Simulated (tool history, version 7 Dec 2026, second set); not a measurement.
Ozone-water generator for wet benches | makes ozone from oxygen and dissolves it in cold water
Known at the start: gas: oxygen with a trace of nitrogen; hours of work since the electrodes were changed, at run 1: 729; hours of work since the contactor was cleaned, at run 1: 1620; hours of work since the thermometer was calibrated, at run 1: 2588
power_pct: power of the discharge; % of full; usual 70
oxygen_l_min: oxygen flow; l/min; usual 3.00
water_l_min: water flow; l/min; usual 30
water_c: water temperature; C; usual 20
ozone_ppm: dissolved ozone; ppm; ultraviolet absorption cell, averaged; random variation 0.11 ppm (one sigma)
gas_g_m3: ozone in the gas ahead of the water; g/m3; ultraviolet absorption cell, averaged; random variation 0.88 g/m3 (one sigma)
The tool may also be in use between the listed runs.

| run | hour | power_pct | oxygen_l_min | water_l_min | water_c | hours of work since the electrodes were changed | hours of work since the contactor was cleaned | hours of work since the thermometer was calibrated | ozone_ppm | gas_g_m3 |
|---|---|---|---|---|---|---|---|---|---|---|
| 1 | 0.0 | 70 | 3.00 | 30 | 20 | 729 | 1620 | 2588 | 8.7 | 145.8 |
| 2 | 98.1 | 70 | 3.00 | 30 | 20 | 790 | 1681 | 2650 | 8.7 | 146.4 |
| 3 | 285.1 | 70 | 3.00 | 30 | 26 | 907 | 1798 | 2766 | 8.3 | 145.4 |
| 4 | 443.4 | 70 | 3.00 | 30 | 26 | 1005 | 1896 | 2865 | 8.2 | 143.2 |
| 5 | 612.0 | 70 | 2.63 | 30 | 20 | 1111 | 2002 | 2970 | 8.2 | 154.0 |
| 6 | 763.9 | 70 | 2.63 | 30 | 20 | 1205 | 2097 | 3065 | 8.5 | 153.9 |
| 7 | 863.7 | 70 | 2.63 | 30 | 20 | 1268 | 2159 | 3127 | 8.2 | 153.7 |
| 8 | 1029.7 | 70 | 3.00 | 30 | 20 | 1371 | 2262 | 3231 | 8.8 | 144.3 |
|  | 1040.9 | water thermometer calibrated |
| 9 | 1154.9 | 70 | 3.00 | 30 | 20 | 1449 | 2340 | 71 | 8.5 | 143.7 |
| 10 | 1256.8 | 70 | 3.00 | 30 | 20 | 1513 | 2404 | 135 | 8.7 | 143.2 |
| 11 | 1417.2 | 70 | 3.00 | 30 | 20 | 1613 | 2504 | 235 | 8.8 | 143.2 |
| 12 | 1529.0 | 70 | 3.61 | 30 | 20 | 1682 | 2574 | 305 | 8.9 | 129.0 |
| 13 | 1627.0 | 47 | 1.65 | 21 | 28 | 1744 | 2635 | 366 | 8.0 | 155.5 |
| 14 | 1804.9 | 85 | 1.67 | 21 | 19 | 1855 | 2746 | 477 | 11.4 | 214.4 |
|  | 1944.1 | water thermometer calibrated, once more |
| 15 | 2000.4 | 85 | 1.67 | 21 | 19 | 1976 | 2867 | 35 | 11.4 | 212.0 |
| 16 | 2089.0 | 69 | 2.98 | 30 | 20 | 2031 | 2923 | 90 | 8.6 | 139.7 |
| 17 | 2194.9 | 69 | 2.98 | 30 | 20 | 2098 | 2989 | 156 | 8.3 | 141.4 |
| 18 | 2372.2 | 66 | 4.40 | 40 | 15 | 2208 | 3099 | 267 | 7.1 | 113.2 |
| 19 | 2467.9 | 91 | 3.59 | 30 | 19 | 2268 | 3159 | 327 | 10.2 | 148.3 |
| 20 | 2643.1 | 62 | 2.00 | 43 | 20 | 2377 | 3268 | 436 | 4.5 | 162.4 |
| 21 | 2825.0 | 99 | 2.75 | 43 | 18 | 2491 | 3382 | 550 | 6.9 | 178.7 |
| 22 | 2931.2 | 70 | 1.71 | 23 | 20 | 2557 | 3448 | 616 | 9.3 | 187.0 |

Hidden state at the last listed run before each entry between runs and at the first one after, where it differs:
Between runs 8 and 9: water thermometer calibrated (hour 1040.9)
  yield of the discharge, % of new electrodes': 98.4 -> 98.2; contactor's efficiency, % of a clean one's: 96.8 -> 96.7; true water temperature over the reading, C: 0.09 -> 0.13
  measured less the result without the state, ozone_ppm: -0.3 -> -0.3 ppm; gas_g_m3: -2.4 -> -2.6 g/m3
Between runs 14 and 15: water thermometer calibrated, once more (hour 1944.1)
  yield of the discharge, % of new electrodes': 97.5 -> 97.3; true water temperature over the reading, C: 0.15 -> 0.03
  measured less the result without the state, ozone_ppm: -0.5 -> -0.5 ppm; gas_g_m3: -6.1 -> -6.6 g/m3

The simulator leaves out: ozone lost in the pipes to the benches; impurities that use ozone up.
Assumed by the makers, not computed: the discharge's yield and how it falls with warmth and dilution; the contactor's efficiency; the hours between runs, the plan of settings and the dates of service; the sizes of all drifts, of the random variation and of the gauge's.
